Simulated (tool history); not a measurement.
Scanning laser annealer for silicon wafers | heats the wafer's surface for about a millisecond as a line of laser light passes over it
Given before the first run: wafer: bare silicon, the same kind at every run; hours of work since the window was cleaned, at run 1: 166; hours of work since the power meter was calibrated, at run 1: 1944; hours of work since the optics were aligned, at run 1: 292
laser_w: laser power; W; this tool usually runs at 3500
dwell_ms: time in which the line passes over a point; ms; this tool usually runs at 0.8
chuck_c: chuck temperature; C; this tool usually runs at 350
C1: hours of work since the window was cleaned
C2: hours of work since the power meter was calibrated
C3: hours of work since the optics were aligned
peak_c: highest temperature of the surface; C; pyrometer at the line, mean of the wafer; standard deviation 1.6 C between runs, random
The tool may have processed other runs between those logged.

run 1 hour=0 | laser_w=3500 dwell_ms=0.8 chuck_c=350 | C1=166 C2=1944 C3=292 | peak_c=1113
run 2 hour=68.9 | laser_w=3746 dwell_ms=0.8 chuck_c=350 | C1=207 C2=1986 C3=333 | peak_c=1167
run 3 hour=146.8 | laser_w=3746 dwell_ms=0.8 chuck_c=350 | C1=255 C2=2033 C3=381 | peak_c=1164
run 4 hour=205.4 | laser_w=3746 dwell_ms=0.8 chuck_c=350 | C1=290 C2=2068 C3=416 | peak_c=1159
run 5 hour=252.6 | laser_w=3746 dwell_ms=0.8 chuck_c=350 | C1=319 C2=2097 C3=444 | peak_c=1159
-- hour=268.1 window over the wafer cleaned
run 6 hour=311.9 | laser_w=3746 dwell_ms=0.8 chuck_c=350 | C1=26 C2=2132 C3=479 | peak_c=1173
run 7 hour=346.6 | laser_w=3500 dwell_ms=0.896 chuck_c=350 | C1=47 C2=2153 C3=500 | peak_c=1166
run 8 hour=399.6 | laser_w=3500 dwell_ms=0.896 chuck_c=350 | C1=79 C2=2185 C3=532 | peak_c=1165
run 9 hour=447.3 | laser_w=3500 dwell_ms=0.896 chuck_c=350 | C1=108 C2=2213 C3=561 | peak_c=1159
run 10 hour=518.2 | laser_w=3500 dwell_ms=0.896 chuck_c=350 | C1=151 C2=2256 C3=604 | peak_c=1159
run 11 hour=558.2 | laser_w=3500 dwell_ms=0.896 chuck_c=350 | C1=175 C2=2280 C3=628 | peak_c=1154
run 12 hour=621.8 | laser_w=3581 dwell_ms=0.662 chuck_c=350 | C1=214 C2=2319 C3=666 | peak_c=1047
run 13 hour=668.3 | laser_w=3581 dwell_ms=0.662 chuck_c=350 | C1=242 C2=2347 C3=695 | peak_c=1045
run 14 hour=711.4 | laser_w=3338 dwell_ms=0.82 chuck_c=346 | C1=268 C2=2373 C3=721 | peak_c=1068
run 15 hour=784.8 | laser_w=3253 dwell_ms=0.72 chuck_c=350 | C1=312 C2=2417 C3=765 | peak_c=1003
-- hour=814.9 window over the wafer cleaned
run 16 hour=845.5 | laser_w=3712 dwell_ms=0.923 chuck_c=336 | C1=19 C2=2453 C3=800 | peak_c=1216
run 17 hour=896.6 | laser_w=3712 dwell_ms=0.923 chuck_c=336 | C1=49 C2=2484 C3=831 | peak_c=1213

For some of the steps in peak_c from one run to the next: how much would appear even if the tool had no hidden state, given the settings, what came in and random variation, and how much remains for the hidden state plus any gauge scatter that the measured result and the result without hidden state don't share?
Hidden state present: light that passes the window, % of a clean one's; laser's true power over the reading, %; width of the line over the set one, %; drift of the gauge itself on peak_c, C.
Run 5 -> 6: window over the wafer cleaned. peak_c +14 C: hidden state +14, all else +0.
Run 15 -> 16: laser_w 3253 -> 3712, dwell_ms 0.72 -> 0.923, chuck_c 350 -> 336, window over the wafer cleaned. peak_c +213 C: hidden state +12, all else +201.
